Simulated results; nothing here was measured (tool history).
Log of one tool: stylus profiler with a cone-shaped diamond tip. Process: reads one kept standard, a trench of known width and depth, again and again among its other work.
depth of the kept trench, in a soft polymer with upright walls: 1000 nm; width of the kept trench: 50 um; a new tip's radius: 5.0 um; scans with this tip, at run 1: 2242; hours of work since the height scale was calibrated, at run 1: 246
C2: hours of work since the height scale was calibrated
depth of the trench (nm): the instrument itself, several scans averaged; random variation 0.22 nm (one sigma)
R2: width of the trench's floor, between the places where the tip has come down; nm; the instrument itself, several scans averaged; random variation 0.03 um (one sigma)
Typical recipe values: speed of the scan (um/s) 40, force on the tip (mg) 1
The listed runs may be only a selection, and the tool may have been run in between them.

run 1 hour=0 | speed_of_the_scan_(um/s)=40 force_on_the_tip_(mg)=1 | scans_with_this_tip=2242 C2=246 | depth_of_the_trench_(nm)=1006.52 R2=43220
run 2 hour=24.2 | speed_of_the_scan_(um/s)=40 force_on_the_tip_(mg)=1 | scans_with_this_tip=2374 C2=261 | depth_of_the_trench_(nm)=1006.7 R2=43170
run 3 hour=45.1 | speed_of_the_scan_(um/s)=40 force_on_the_tip_(mg)=1 | scans_with_this_tip=2488 C2=273 | depth_of_the_trench_(nm)=1006.61 R2=43100
run 4 hour=58.1 | speed_of_the_scan_(um/s)=40 force_on_the_tip_(mg)=1 | scans_with_this_tip=2559 C2=281 | depth_of_the_trench_(nm)=1006.12 R2=43160
run 5 hour=78.9 | speed_of_the_scan_(um/s)=40 force_on_the_tip_(mg)=1 | scans_with_this_tip=2672 C2=293 | depth_of_the_trench_(nm)=1006.26 R2=43080
run 6 hour=90.8 | speed_of_the_scan_(um/s)=40 force_on_the_tip_(mg)=1 | scans_with_this_tip=2737 C2=301 | depth_of_the_trench_(nm)=1006.76 R2=43110
run 7 hour=108.4 | speed_of_the_scan_(um/s)=40 force_on_the_tip_(mg)=1 | scans_with_this_tip=2833 C2=311 | depth_of_the_trench_(nm)=1006.4 R2=43070
run 8 hour=128.1 | speed_of_the_scan_(um/s)=83 force_on_the_tip_(mg)=1 | scans_with_this_tip=2940 C2=323 | depth_of_the_trench_(nm)=1006.62 R2=42810
run 9 hour=148 | speed_of_the_scan_(um/s)=83 force_on_the_tip_(mg)=1 | scans_with_this_tip=3048 C2=335 | depth_of_the_trench_(nm)=1006.69 R2=42770
run 10 hour=165.6 | speed_of_the_scan_(um/s)=85 force_on_the_tip_(mg)=1 | scans_with_this_tip=3144 C2=345 | depth_of_the_trench_(nm)=1006.82 R2=42650
run 11 hour=189 | speed_of_the_scan_(um/s)=85 force_on_the_tip_(mg)=1 | scans_with_this_tip=3272 C2=359 | depth_of_the_trench_(nm)=1007.03 R2=42720
run 12 hour=207.2 | speed_of_the_scan_(um/s)=40 force_on_the_tip_(mg)=1.57 | scans_with_this_tip=3371 C2=370 | depth_of_the_trench_(nm)=1008.86 R2=43030
run 13 hour=226.6 | speed_of_the_scan_(um/s)=40 force_on_the_tip_(mg)=1.57 | scans_with_this_tip=3477 C2=382 | depth_of_the_trench_(nm)=1008.51 R2=43000
run 14 hour=246.4 | speed_of_the_scan_(um/s)=40 force_on_the_tip_(mg)=1.57 | scans_with_this_tip=3585 C2=394 | depth_of_the_trench_(nm)=1008.99 R2=42970
run 15 hour=262.3 | speed_of_the_scan_(um/s)=40 force_on_the_tip_(mg)=1 | scans_with_this_tip=3671 C2=403 | depth_of_the_trench_(nm)=1007.39 R2=42920
run 16 hour=276 | speed_of_the_scan_(um/s)=40 force_on_the_tip_(mg)=1 | scans_with_this_tip=3746 C2=411 | depth_of_the_trench_(nm)=1007.2 R2=42890
run 17 hour=299 | speed_of_the_scan_(um/s)=40 force_on_the_tip_(mg)=1 | scans_with_this_tip=3871 C2=425 | depth_of_the_trench_(nm)=1006.97 R2=42830
run 18 hour=322.2 | speed_of_the_scan_(um/s)=40 force_on_the_tip_(mg)=1 | scans_with_this_tip=3997 C2=439 | depth_of_the_trench_(nm)=1007.45 R2=42880
run 19 hour=333.6 | speed_of_the_scan_(um/s)=40 force_on_the_tip_(mg)=1 | scans_with_this_tip=4060 C2=446 | depth_of_the_trench_(nm)=1007.15 R2=42840
run 20 hour=359 | speed_of_the_scan_(um/s)=40 force_on_the_tip_(mg)=1 | scans_with_this_tip=4198 C2=461 | depth_of_the_trench_(nm)=1006.78 R2=42760
run 21 hour=375.9 | speed_of_the_scan_(um/s)=40 force_on_the_tip_(mg)=1 | scans_with_this_tip=4290 C2=471 | depth_of_the_trench_(nm)=1007.38 R2=42780
run 22 hour=391.6 | speed_of_the_scan_(um/s)=40 force_on_the_tip_(mg)=1 | scans_with_this_tip=4376 C2=481 | depth_of_the_trench_(nm)=1007.27 R2=42810
run 23 hour=414.1 | speed_of_the_scan_(um/s)=40 force_on_the_tip_(mg)=1 | scans_with_this_tip=4498 C2=494 | depth_of_the_trench_(nm)=1007.33 R2=42780
run 24 hour=432.8 | speed_of_the_scan_(um/s)=34 force_on_the_tip_(mg)=0.72 | scans_with_this_tip=4600 C2=505 | depth_of_the_trench_(nm)=1005.99 R2=42760
run 25 hour=448.5 | speed_of_the_scan_(um/s)=27 force_on_the_tip_(mg)=2.42 | scans_with_this_tip=4686 C2=515 | depth_of_the_trench_(nm)=1011.88 R2=42870
run 26 hour=466.1 | speed_of_the_scan_(um/s)=26 force_on_the_tip_(mg)=2.42 | scans_with_this_tip=4782 C2=525 | depth_of_the_trench_(nm)=1012.16 R2=42860
-- hour=467.9 height scale calibrated on a step standard
run 27 hour=479.3 | speed_of_the_scan_(um/s)=26 force_on_the_tip_(mg)=2.42 | scans_with_this_tip=4851 C2=7 | depth_of_the_trench_(nm)=1012.56 R2=42840
run 28 hour=500.2 | speed_of_the_scan_(um/s)=26 force_on_the_tip_(mg)=2.42 | scans_with_this_tip=4965 C2=19 | depth_of_the_trench_(nm)=1012.33 R2=42810
run 29 hour=522.8 | speed_of_the_scan_(um/s)=28 force_on_the_tip_(mg)=1.86 | scans_with_this_tip=5088 C2=33 | depth_of_the_trench_(nm)=1010.75 R2=42750
run 30 hour=534.6 | speed_of_the_scan_(um/s)=20 force_on_the_tip_(mg)=2.38 | scans_with_this_tip=5152 C2=40 | depth_of_the_trench_(nm)=1012.27 R2=42800
run 31 hour=549.4 | speed_of_the_scan_(um/s)=20 force_on_the_tip_(mg)=2.38 | scans_with_this_tip=5233 C2=49 | depth_of_the_trench_(nm)=1012.59 R2=42800
run 32 hour=565.3 | speed_of_the_scan_(um/s)=37 force_on_the_tip_(mg)=0.95 | scans_with_this_tip=5319 C2=58 | depth_of_the_trench_(nm)=1007.65 R2=42640
run 33 hour=582.9 | speed_of_the_scan_(um/s)=37 force_on_the_tip_(mg)=0.95 | scans_with_this_tip=5416 C2=69 | depth_of_the_trench_(nm)=1007.78 R2=42620
-- hour=600.3 height scale calibrated on a step standard, once more
run 34 hour=601.1 | speed_of_the_scan_(um/s)=136 force_on_the_tip_(mg)=2.94 | scans_with_this_tip=5512 C2=1 | depth_of_the_trench_(nm)=1011.68 R2=42350
run 35 hour=619.6 | speed_of_the_scan_(um/s)=17 force_on_the_tip_(mg)=2.56 | scans_with_this_tip=5613 C2=12 | depth_of_the_trench_(nm)=1010.64 R2=42730
run 36 hour=635.8 | speed_of_the_scan_(um/s)=17 force_on_the_tip_(mg)=1.75 | scans_with_this_tip=5701 C2=21 | depth_of_the_trench_(nm)=1008.83 R2=42710
run 37 hour=657.9 | speed_of_the_scan_(um/s)=35 force_on_the_tip_(mg)=1.07 | scans_with_this_tip=5821 C2=34 | depth_of_the_trench_(nm)=1005.83 R2=42580
run 38 hour=683.2 | speed_of_the_scan_(um/s)=54 force_on_the_tip_(mg)=1.17 | scans_with_this_tip=5959 C2=50 | depth_of_the_trench_(nm)=1006.58 R2=42480
run 39 hour=702.8 | speed_of_the_scan_(um/s)=80 force_on_the_tip_(mg)=1.21 | scans_with_this_tip=6066 C2=61 | depth_of_the_trench_(nm)=1006.96 R2=42230
run 40 hour=716 | speed_of_the_scan_(um/s)=12 force_on_the_tip_(mg)=1.26 | scans_with_this_tip=6138 C2=69 | depth_of_the_trench_(nm)=1007.42 R2=42650
run 41 hour=739.1 | speed_of_the_scan_(um/s)=12 force_on_the_tip_(mg)=1.26 | scans_with_this_tip=6264 C2=83 | depth_of_the_trench_(nm)=1006.91 R2=42570
run 42 hour=751.2 | speed_of_the_scan_(um/s)=11 force_on_the_tip_(mg)=0.43 | scans_with_this_tip=6330 C2=90 | depth_of_the_trench_(nm)=1003.8 R2=42580
run 43 hour=765.5 | speed_of_the_scan_(um/s)=11 force_on_the_tip_(mg)=0.43 | scans_with_this_tip=6408 C2=99 | depth_of_the_trench_(nm)=1003.95 R2=42590
run 44 hour=790.7 | speed_of_the_scan_(um/s)=114 force_on_the_tip_(mg)=1.62 | scans_with_this_tip=6545 C2=114 | depth_of_the_trench_(nm)=1008.96 R2=42080
run 45 hour=814.8 | speed_of_the_scan_(um/s)=114 force_on_the_tip_(mg)=1.62 | scans_with_this_tip=6676 C2=128 | depth_of_the_trench_(nm)=1007.94 R2=42060
run 46 hour=828.9 | speed_of_the_scan_(um/s)=114 force_on_the_tip_(mg)=1.62 | scans_with_this_tip=6753 C2=137 | depth_of_the_trench_(nm)=1008.58 R2=42030

Hidden condition of the tool, last listed run before each entry between runs versus first listed run after:
Logged between run 26 and run 27: height scale calibrated on a step standard (hour 467.9)
  radius of the tip, um: 6.68 -> 6.71; height scale over the true one, %: 0.166 -> 0.2
  difference, measured minus the result without the unlogged condition, depth of the trench (nm): +1.68 -> +2.02; R2: -1040 -> -1040 nm
Logged between run 33 and run 34: height scale calibrated on a step standard, once more (hour 600.3)
  radius of the tip, um: 6.9 -> 6.93; height scale over the true one, %: 0.219 -> 0.012
  difference, measured minus the result without the unlogged condition, depth of the trench (nm): +2.21 -> +0.12; R2: -1160 -> -1170 nm

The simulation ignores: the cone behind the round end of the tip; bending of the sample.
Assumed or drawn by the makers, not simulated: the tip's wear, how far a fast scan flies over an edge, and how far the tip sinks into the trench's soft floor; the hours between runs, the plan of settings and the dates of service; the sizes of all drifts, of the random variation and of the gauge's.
